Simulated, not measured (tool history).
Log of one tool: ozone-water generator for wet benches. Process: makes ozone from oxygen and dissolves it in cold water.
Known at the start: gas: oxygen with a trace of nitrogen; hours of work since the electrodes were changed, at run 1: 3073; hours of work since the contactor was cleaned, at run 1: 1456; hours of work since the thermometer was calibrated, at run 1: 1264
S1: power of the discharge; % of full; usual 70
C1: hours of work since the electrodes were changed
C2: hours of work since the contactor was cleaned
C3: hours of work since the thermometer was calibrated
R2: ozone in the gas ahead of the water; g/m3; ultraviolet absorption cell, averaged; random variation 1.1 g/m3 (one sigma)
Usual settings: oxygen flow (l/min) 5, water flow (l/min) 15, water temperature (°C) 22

{"run": 1, "hour": 0.0, "S1": 70, "oxygen flow (l/min)": 5, "water flow (l/min)": 15, "water temperature (°C)": 22, "C1": 3073, "C2": 1456, "C3": 1264, "dissolved ozone (ppm)": 22.7, "R2": 192}
{"run": 2, "hour": 170.9, "S1": 70, "oxygen flow (l/min)": 2.92, "water flow (l/min)": 15, "water temperature (°C)": 22, "C1": 3187, "C2": 1570, "C3": 1377, "dissolved ozone (ppm)": 21.3, "R2": 237.1}
{"run": 3, "hour": 340.2, "S1": 70, "oxygen flow (l/min)": 2.92, "water flow (l/min)": 15, "water temperature (°C)": 22, "C1": 3299, "C2": 1683, "C3": 1490, "dissolved ozone (ppm)": 21.4, "R2": 236.5}
{"run": 4, "hour": 465.9, "S1": 70, "oxygen flow (l/min)": 2.92, "water flow (l/min)": 15, "water temperature (°C)": 20, "C1": 3383, "C2": 1766, "C3": 1574, "dissolved ozone (ppm)": 22.2, "R2": 236.2}
{"run": 5, "hour": 552.1, "S1": 70, "oxygen flow (l/min)": 2.74, "water flow (l/min)": 15, "water temperature (°C)": 20, "C1": 3440, "C2": 1824, "C3": 1631, "dissolved ozone (ppm)": 21.7, "R2": 242.8}
{"run": 6, "hour": 632.6, "S1": 70, "oxygen flow (l/min)": 2.74, "water flow (l/min)": 15, "water temperature (°C)": 20, "C1": 3494, "C2": 1877, "C3": 1684, "dissolved ozone (ppm)": 21.5, "R2": 245.3}
{"run": 7, "hour": 774.1, "S1": 70, "oxygen flow (l/min)": 2.74, "water flow (l/min)": 15, "water temperature (°C)": 20, "C1": 3588, "C2": 1971, "C3": 1779, "dissolved ozone (ppm)": 21.4, "R2": 244.3}
{"run": 8, "hour": 854.1, "S1": 70, "oxygen flow (l/min)": 5, "water flow (l/min)": 15, "water temperature (°C)": 22, "C1": 3641, "C2": 2024, "C3": 1832, "dissolved ozone (ppm)": 23.1, "R2": 189.1}
{"run": 9, "hour": 937.7, "S1": 70, "oxygen flow (l/min)": 5, "water flow (l/min)": 15, "water temperature (°C)": 22, "C1": 3697, "C2": 2080, "C3": 1887, "dissolved ozone (ppm)": 22.9, "R2": 189.8}
{"run": 10, "hour": 1091.1, "S1": 70, "oxygen flow (l/min)": 5, "water flow (l/min)": 15, "water temperature (°C)": 22, "C1": 3799, "C2": 2182, "C3": 1989, "dissolved ozone (ppm)": 22.7, "R2": 190.4}
{"run": 11, "hour": 1221.8, "S1": 70, "oxygen flow (l/min)": 5, "water flow (l/min)": 20, "water temperature (°C)": 22, "C1": 3886, "C2": 2269, "C3": 2076, "dissolved ozone (ppm)": 18.9, "R2": 190}
{"run": 12, "hour": 1303.2, "S1": 70, "oxygen flow (l/min)": 5, "water flow (l/min)": 15, "water temperature (°C)": 22, "C1": 3940, "C2": 2323, "C3": 2131, "dissolved ozone (ppm)": 23, "R2": 190.3}
{"run": 13, "hour": 1426.0, "S1": 70, "oxygen flow (l/min)": 5, "water flow (l/min)": 15, "water temperature (°C)": 22, "C1": 4022, "C2": 2405, "C3": 2212, "dissolved ozone (ppm)": 22.9, "R2": 191.5}
{"run": 14, "hour": 1553.0, "S1": 70, "oxygen flow (l/min)": 5, "water flow (l/min)": 15, "water temperature (°C)": 22, "C1": 4106, "C2": 2489, "C3": 2297, "dissolved ozone (ppm)": 23, "R2": 190.5}
{"run": 15, "hour": 1632.7, "S1": 70, "oxygen flow (l/min)": 5, "water flow (l/min)": 15, "water temperature (°C)": 22, "C1": 4159, "C2": 2543, "C3": 2350, "dissolved ozone (ppm)": 23.2, "R2": 191.2}
{"run": 16, "hour": 1811.4, "S1": 70, "oxygen flow (l/min)": 5, "water flow (l/min)": 15, "water temperature (°C)": 22, "C1": 4278, "C2": 2661, "C3": 2469, "dissolved ozone (ppm)": 22.9, "R2": 190.2}
{"run": 17, "hour": 1911.9, "S1": 58, "oxygen flow (l/min)": 5, "water flow (l/min)": 15, "water temperature (°C)": 22, "C1": 4345, "C2": 2728, "C3": 2536, "dissolved ozone (ppm)": 19.2, "R2": 160.8}
{"run": 18, "hour": 2010.8, "S1": 58, "oxygen flow (l/min)": 5, "water flow (l/min)": 15, "water temperature (°C)": 22, "C1": 4411, "C2": 2794, "C3": 2601, "dissolved ozone (ppm)": 19.2, "R2": 159}
{"run": 19, "hour": 2115.6, "S1": 70, "oxygen flow (l/min)": 3.98, "water flow (l/min)": 18, "water temperature (°C)": 22, "C1": 4481, "C2": 2864, "C3": 2671, "dissolved ozone (ppm)": 19.9, "R2": 208.3}
{"run": 20, "hour": 2295.0, "S1": 70, "oxygen flow (l/min)": 3.98, "water flow (l/min)": 18, "water temperature (°C)": 22, "C1": 4600, "C2": 2983, "C3": 2790, "dissolved ozone (ppm)": 19.8, "R2": 207.9}
{"run": 21, "hour": 2415.5, "S1": 70, "oxygen flow (l/min)": 4.37, "water flow (l/min)": 16, "water temperature (°C)": 22, "C1": 4680, "C2": 3063, "C3": 2871, "dissolved ozone (ppm)": 21.8, "R2": 199.7}
{"run": 22, "hour": 2510.9, "S1": 70, "oxygen flow (l/min)": 4.37, "water flow (l/min)": 16, "water temperature (°C)": 22, "C1": 4744, "C2": 3127, "C3": 2934, "dissolved ozone (ppm)": 21.8, "R2": 200.8}
{"run": 23, "hour": 2688.8, "S1": 89, "oxygen flow (l/min)": 2.61, "water flow (l/min)": 11, "water temperature (°C)": 30, "C1": 4862, "C2": 3245, "C3": 3052, "dissolved ozone (ppm)": 28.7, "R2": 308.4}
{"run": 24, "hour": 2774.0, "S1": 89, "oxygen flow (l/min)": 2.61, "water flow (l/min)": 11, "water temperature (°C)": 30, "C1": 4919, "C2": 3302, "C3": 3109, "dissolved ozone (ppm)": 28.6, "R2": 309.4}
{"run": 25, "hour": 2913.3, "S1": 70, "oxygen flow (l/min)": 5, "water flow (l/min)": 21, "water temperature (°C)": 22, "C1": 5011, "C2": 3395, "C3": 3202, "dissolved ozone (ppm)": 18.5, "R2": 189.6}
{"run": 26, "hour": 3028.6, "S1": 70, "oxygen flow (l/min)": 4.7, "water flow (l/min)": 24, "water temperature (°C)": 22, "C1": 5088, "C2": 3471, "C3": 3279, "dissolved ozone (ppm)": 16.7, "R2": 196.3}
{"run": 27, "hour": 3204.0, "S1": 68, "oxygen flow (l/min)": 3.33, "water flow (l/min)": 11, "water temperature (°C)": 16, "C1": 5205, "C2": 3588, "C3": 3395, "dissolved ozone (ppm)": 29.1, "R2": 219.4}
{"run": 28, "hour": 3329.1, "S1": 70, "oxygen flow (l/min)": 6.97, "water flow (l/min)": 11, "water temperature (°C)": 15, "C1": 5288, "C2": 3671, "C3": 3478, "dissolved ozone (ppm)": 30.7, "R2": 165.3}

The next listed run, before its measurement:
{"run": 29, "hour": 3491.6, "S1": 70, "oxygen flow (l/min)": 6.97, "water flow (l/min)": 11, "water temperature (°C)": 15, "C1": 5396, "C2": 3779, "C3": 3587, "dissolved ozone (ppm)": "?", "R2": "?"}

{"run 29": {"dissolved ozone (ppm)": 30.8, "R2": 166}}
Without the tool's hidden state the same run would have given dissolved ozone (ppm) 30.9, R2 166.3 g/m3.

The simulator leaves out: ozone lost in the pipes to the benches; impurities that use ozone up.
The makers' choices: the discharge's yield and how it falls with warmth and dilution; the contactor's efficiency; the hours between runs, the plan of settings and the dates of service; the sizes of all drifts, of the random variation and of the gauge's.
